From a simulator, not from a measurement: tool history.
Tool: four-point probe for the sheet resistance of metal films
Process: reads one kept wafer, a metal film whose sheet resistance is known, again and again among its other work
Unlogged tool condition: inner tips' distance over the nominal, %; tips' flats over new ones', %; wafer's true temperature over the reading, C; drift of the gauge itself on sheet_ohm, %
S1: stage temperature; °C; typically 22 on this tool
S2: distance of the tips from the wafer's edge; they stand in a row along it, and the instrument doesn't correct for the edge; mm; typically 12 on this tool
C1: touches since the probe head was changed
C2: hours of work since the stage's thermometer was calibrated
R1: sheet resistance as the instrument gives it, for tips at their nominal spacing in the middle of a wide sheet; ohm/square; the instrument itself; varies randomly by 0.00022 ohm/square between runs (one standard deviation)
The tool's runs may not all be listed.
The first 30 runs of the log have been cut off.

{"run": 31, "hour": 621.4, "S1": 19, "S2": 5, "C1": 26128, "C2": 192, "R1": 1.142223}
{"run": 32, "hour": 633.7, "S1": 21, "S2": 5, "C1": 26391, "C2": 198, "R1": 1.144461}
{"run": 33, "hour": 651.0, "S1": 21, "S2": 5, "C1": 26761, "C2": 207, "R1": 1.14388}
{"run": 34, "hour": 673.9, "S1": 27, "S2": 3, "C1": 27249, "C2": 218, "R1": 1.188907}
{"run": 35, "hour": 699.2, "S1": 27, "S2": 3, "C1": 27790, "C2": 230, "R1": 1.188588}
{"run": 36, "hour": 711.9, "S1": 27, "S2": 3, "C1": 28062, "C2": 237, "R1": 1.188897}
{"run": 37, "hour": 727.8, "S1": 25, "S2": 12, "C1": 28402, "C2": 244, "R1": 1.128342}
{"run": 38, "hour": 749.7, "S1": 26, "S2": 70, "C1": 28870, "C2": 255, "R1": 1.125246}
{"run": 39, "hour": 769.8, "S1": 26, "S2": 16, "C1": 29298, "C2": 265, "R1": 1.127853}
{"run": 40, "hour": 797.8, "S1": 26, "S2": 16, "C1": 29897, "C2": 279, "R1": 1.127492}
{"run": 41, "hour": 809.3, "S1": 22, "S2": 4, "C1": 30142, "C2": 284, "R1": 1.158187}
{"run": 42, "hour": 829.8, "S1": 22, "S2": 4, "C1": 30581, "C2": 294, "R1": 1.157751}

The next listed run, before its measurement:
{"run": 43, "hour": 846.9, "S1": 21, "S2": 21, "C1": 30945, "C2": 303, "R1": "?"}

{"run 43": {"R1": 1.122177}}
The same run, on a tool lacking any hidden state, would have yielded R1 1.115613 ohm/square.
